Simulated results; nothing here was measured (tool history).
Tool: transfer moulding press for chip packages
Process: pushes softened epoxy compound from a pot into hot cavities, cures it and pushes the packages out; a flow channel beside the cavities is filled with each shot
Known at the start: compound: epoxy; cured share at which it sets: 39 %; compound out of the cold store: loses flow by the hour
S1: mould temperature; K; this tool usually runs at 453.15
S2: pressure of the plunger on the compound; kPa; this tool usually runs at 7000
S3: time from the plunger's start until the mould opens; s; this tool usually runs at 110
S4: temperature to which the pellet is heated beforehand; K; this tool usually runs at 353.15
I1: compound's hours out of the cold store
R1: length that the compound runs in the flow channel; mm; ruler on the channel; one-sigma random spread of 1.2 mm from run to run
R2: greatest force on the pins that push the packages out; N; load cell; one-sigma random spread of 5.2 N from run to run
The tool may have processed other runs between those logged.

{"run": 1, "hour": 0.0, "S1": 453.15, "S2": 7000, "S3": 110, "S4": 353.15, "I1": 28.4, "R1": 763, "R2": 301}
{"run": 2, "hour": 46.5, "S1": 453.15, "S2": 7000, "S3": 110, "S4": 353.15, "I1": 17.5, "R1": 788, "R2": 267}
{"run": 3, "hour": 97.7, "S1": 453.15, "S2": 7000, "S3": 110, "S4": 353.15, "I1": 30.6, "R1": 753, "R2": 341}
{"run": 4, "hour": 174.7, "S1": 453.15, "S2": 7000, "S3": 110, "S4": 353.15, "I1": 12.4, "R1": 793, "R2": 282}
{"run": 5, "hour": 240.5, "S1": 453.15, "S2": 7000, "S3": 115, "S4": 353.15, "I1": 47.0, "R1": 714, "R2": 252}
{"run": 6, "hour": 307.0, "S1": 453.15, "S2": 7000, "S3": 115, "S4": 353.15, "I1": 39.7, "R1": 727, "R2": 264}
{"run": 7, "hour": 363.7, "S1": 453.15, "S2": 7000, "S3": 115, "S4": 353.15, "I1": 48.0, "R1": 708, "R2": 240}
{"run": 8, "hour": 404.4, "S1": 453.15, "S2": 7000, "S3": 115, "S4": 353.15, "I1": 19.3, "R1": 767, "R2": 307}
{"run": 9, "hour": 456.9, "S1": 453.15, "S2": 7000, "S3": 115, "S4": 353.15, "I1": 42.9, "R1": 739, "R2": 289}
{"run": 10, "hour": 513.2, "S1": 453.15, "S2": 7000, "S3": 115, "S4": 353.15, "I1": 23.9, "R1": 778, "R2": 277}
{"run": 11, "hour": 553.7, "S1": 453.15, "S2": 7000, "S3": 110, "S4": 353.15, "I1": 11.4, "R1": 805, "R2": 329}
{"run": 12, "hour": 620.6, "S1": 453.15, "S2": 7000, "S3": 110, "S4": 353.15, "I1": 47.8, "R1": 721, "R2": 311}
{"run": 13, "hour": 679.8, "S1": 453.15, "S2": 7000, "S3": 110, "S4": 353.15, "I1": 18.0, "R1": 782, "R2": 325}
{"run": 14, "hour": 757.9, "S1": 451.15, "S2": 6290, "S3": 105, "S4": 349.15, "I1": 14.4, "R1": 755, "R2": 308}
{"run": 15, "hour": 848.0, "S1": 451.15, "S2": 6290, "S3": 105, "S4": 346.15, "I1": 12.8, "R1": 755, "R2": 342}
{"run": 16, "hour": 921.5, "S1": 461.15, "S2": 5260, "S3": 105, "S4": 346.15, "I1": 42.4, "R1": 608, "R2": 270}
{"run": 17, "hour": 991.8, "S1": 461.15, "S2": 5260, "S3": 105, "S4": 346.15, "I1": 43.1, "R1": 605, "R2": 267}
{"run": 18, "hour": 1060.5, "S1": 461.15, "S2": 5260, "S3": 105, "S4": 346.15, "I1": 15.3, "R1": 652, "R2": 282}
{"run": 19, "hour": 1155.6, "S1": 453.15, "S2": 6650, "S3": 134, "S4": 353.15, "I1": 38.9, "R1": 721, "R2": 238}
{"run": 20, "hour": 1227.0, "S1": 453.15, "S2": 7720, "S3": 95, "S4": 353.15, "I1": 29.7, "R1": 798, "R2": 338}
{"run": 21, "hour": 1304.7, "S1": 453.15, "S2": 7000, "S3": 110, "S4": 344.15, "I1": 34.2, "R1": 749, "R2": 290}
{"run": 22, "hour": 1367.8, "S1": 450.15, "S2": 7210, "S3": 99, "S4": 360.15, "I1": 36.8, "R1": 757, "R2": 369}
{"run": 23, "hour": 1419.3, "S1": 453.15, "S2": 7000, "S3": 119, "S4": 346.15, "I1": 22.7, "R1": 770, "R2": 256}
{"run": 24, "hour": 1467.6, "S1": 453.15, "S2": 7000, "S3": 110, "S4": 358.15, "I1": 41.1, "R1": 726, "R2": 329}
{"run": 25, "hour": 1546.5, "S1": 450.15, "S2": 8260, "S3": 110, "S4": 353.15, "I1": 42.3, "R1": 793, "R2": 297}
{"run": 26, "hour": 1595.7, "S1": 450.15, "S2": 8260, "S3": 110, "S4": 353.15, "I1": 11.1, "R1": 867, "R2": 357}

Between the runs listed above, the log contained 26 entries, not reproduced here. Where in the sequence does each belong, and how does what the log doesn't record of the tool's condition differ from the listed run before to the listed run after?
From run 1 to run 2: cavities cleaned with cleaning compound and waxed (hour 39.5)
  true mould temperature over the reading, C: 0.2 -> 0.24; pressure that reaches the compound, % of what is set: 97.94 -> 97.57; grip of the stained cavities, % over clean ones': 14.7 -> 5.5
  measured less the result without the state, R1: -8 -> -10 mm; R2: +37 -> +12 N
From run 3 to run 4: cavities cleaned with cleaning compound and waxed (hour 106.9); cavities cleaned with cleaning compound and waxed (hour 169.0)
  true mould temperature over the reading, C: 0.28 -> 0.35; pressure that reaches the compound, % of what is set: 97.12 -> 96.44; grip of the stained cavities, % over clean ones': 29.3 -> 6.6
  measured less the result without the state, R1: -12 -> -16 mm; R2: +74 -> +14 N
From run 4 to run 5: cavities cleaned with cleaning compound and waxed (hour 233.9)
  true mould temperature over the reading, C: 0.35 -> 0.4; pressure that reaches the compound, % of what is set: 96.44 -> 95.85; grip of the stained cavities, % over clean ones': 6.6 -> 4.8
  measured less the result without the state, R1: -16 -> -16 mm; R2: +14 -> +9 N
From run 5 to run 6: cavities cleaned with cleaning compound and waxed (hour 295.8)
  true mould temperature over the reading, C: 0.4 -> 0.45; pressure that reaches the compound, % of what is set: 95.85 -> 95.26; grip of the stained cavities, % over clean ones': 4.8 -> 8.2
  measured less the result without the state, R1: -16 -> -19 mm; R2: +9 -> +17 N
From run 6 to run 7: cavities cleaned with cleaning compound and waxed (hour 360.4)
  true mould temperature over the reading, C: 0.45 -> 0.5; pressure that reaches the compound, % of what is set: 95.26 -> 94.71; grip of the stained cavities, % over clean ones': 8.2 -> 4.3
  measured less the result without the state, R1: -19 -> -21 mm; R2: +17 -> +8 N
From run 8 to run 9: cavities cleaned with cleaning compound and waxed (hour 427.3); plunger's sealing rings changed (hour 456.9)
  true mould temperature over the reading, C: 0.53 -> 0.57; pressure that reaches the compound, % of what is set: 94.32 -> 99.73; grip of the stained cavities, % over clean ones': 24.8 -> 18.4
  measured less the result without the state, R1: -25 -> -3 mm; R2: +57 -> +42 N
From run 9 to run 10: cavities cleaned with cleaning compound and waxed (hour 495.8)
  true mould temperature over the reading, C: 0.57 -> 0.61; pressure that reaches the compound, % of what is set: 99.73 -> 99.23; grip of the stained cavities, % over clean ones': 18.4 -> 11.8
  measured less the result without the state, R1: -3 -> -4 mm; R2: +42 -> +25 N
From run 11 to run 12: cavities cleaned with cleaning compound and waxed (hour 562.3)
  true mould temperature over the reading, C: 0.65 -> 0.7; pressure that reaches the compound, % of what is set: 98.89 -> 98.22; grip of the stained cavities, % over clean ones': 30 -> 29.1
  measured less the result without the state, R1: -6 -> -8 mm; R2: +70 -> +66 N
From run 12 to run 13: cavities cleaned with cleaning compound and waxed (hour 629.9)
  true mould temperature over the reading, C: 0.7 -> 0.75; pressure that reaches the compound, % of what is set: 98.22 -> 97.66; grip of the stained cavities, % over clean ones': 29.1 -> 26.7
  measured less the result without the state, R1: -8 -> -12 mm; R2: +66 -> +61 N
From run 13 to run 14: cavities cleaned with cleaning compound and waxed (hour 693.9); cavities cleaned with cleaning compound and waxed (hour 756.1)
  true mould temperature over the reading, C: 0.75 -> 0.81; pressure that reaches the compound, % of what is set: 97.66 -> 96.93; grip of the stained cavities, % over clean ones': 26.7 -> 2.5
  measured less the result without the state, R1: -12 -> -15 mm; R2: +61 -> -7 N
From run 14 to run 15: cavities cleaned with cleaning compound and waxed (hour 821.8)
  true mould temperature over the reading, C: 0.81 -> 0.89; pressure that reaches the compound, % of what is set: 96.93 -> 96.09; grip of the stained cavities, % over clean ones': 2.5 -> 16.8
  measured less the result without the state, R1: -15 -> -18 mm; R2: -7 -> +35 N
From run 15 to run 16: cavities cleaned with cleaning compound and waxed (hour 885.1)
  true mould temperature over the reading, C: 0.89 -> 0.94; pressure that reaches the compound, % of what is set: 96.09 -> 95.42; grip of the stained cavities, % over clean ones': 16.8 -> 19.5
  measured less the result without the state, R1: -18 -> -16 mm; R2: +35 -> +42 N
From run 16 to run 17: cavities cleaned with cleaning compound and waxed (hour 951.6)
  true mould temperature over the reading, C: 0.94 -> 0.99; pressure that reaches the compound, % of what is set: 95.42 -> 94.8; grip of the stained cavities, % over clean ones': 19.5 -> 21.5
  measured less the result without the state, R1: -16 -> -18 mm; R2: +42 -> +45 N
From run 17 to run 18: cavities cleaned with cleaning compound and waxed (hour 1014.6)
  true mould temperature over the reading, C: 0.99 -> 1.05; pressure that reaches the compound, % of what is set: 94.8 -> 94.15; grip of the stained cavities, % over clean ones': 21.5 -> 25.4
  measured less the result without the state, R1: -18 -> -23 mm; R2: +45 -> +55 N
From run 18 to run 19: cavities cleaned with cleaning compound and waxed (hour 1081.1); plunger's sealing rings changed (hour 1095.4); cavities cleaned with cleaning compound and waxed (hour 1151.7)
  true mould temperature over the reading, C: 1.05 -> 1.12; pressure that reaches the compound, % of what is set: 94.15 -> 99.19; grip of the stained cavities, % over clean ones': 25.4 -> 4.7
  measured less the result without the state, R1: -23 -> -6 mm; R2: +55 -> +8 N
From run 19 to run 20: cavities cleaned with cleaning compound and waxed (hour 1214.7)
  true mould temperature over the reading, C: 1.12 -> 1.18; pressure that reaches the compound, % of what is set: 99.19 -> 98.55; grip of the stained cavities, % over clean ones': 4.7 -> 8.1
  measured less the result without the state, R1: -6 -> -10 mm; R2: +8 -> +4 N
From run 20 to run 21: cavities cleaned with cleaning compound and waxed (hour 1277.2)
  true mould temperature over the reading, C: 1.18 -> 1.24; pressure that reaches the compound, % of what is set: 98.55 -> 97.87; grip of the stained cavities, % over clean ones': 8.1 -> 15.9
  measured less the result without the state, R1: -10 -> -11 mm; R2: +4 -> +30 N
From run 21 to run 22: cavities cleaned with cleaning compound and waxed (hour 1344.2)
  true mould temperature over the reading, C: 1.24 -> 1.28; pressure that reaches the compound, % of what is set: 97.87 -> 97.34; grip of the stained cavities, % over clean ones': 15.9 -> 14.4
  measured less the result without the state, R1: -11 -> -14 mm; R2: +30 -> +21 N
From run 22 to run 23: cavities cleaned with cleaning compound and waxed (hour 1408.1)
  true mould temperature over the reading, C: 1.28 -> 1.33; pressure that reaches the compound, % of what is set: 97.34 -> 96.91; grip of the stained cavities, % over clean ones': 14.4 -> 10.4
  measured less the result without the state, R1: -14 -> -16 mm; R2: +21 -> +17 N
From run 24 to run 25: cavities cleaned with cleaning compound and waxed (hour 1474.2); cavities cleaned with cleaning compound and waxed (hour 1538.4)
  true mould temperature over the reading, C: 1.37 -> 1.43; pressure that reaches the compound, % of what is set: 96.44 -> 95.8; grip of the stained cavities, % over clean ones': 31.1 -> 7.9
  measured less the result without the state, R1: -18 -> -22 mm; R2: +67 -> +3 N
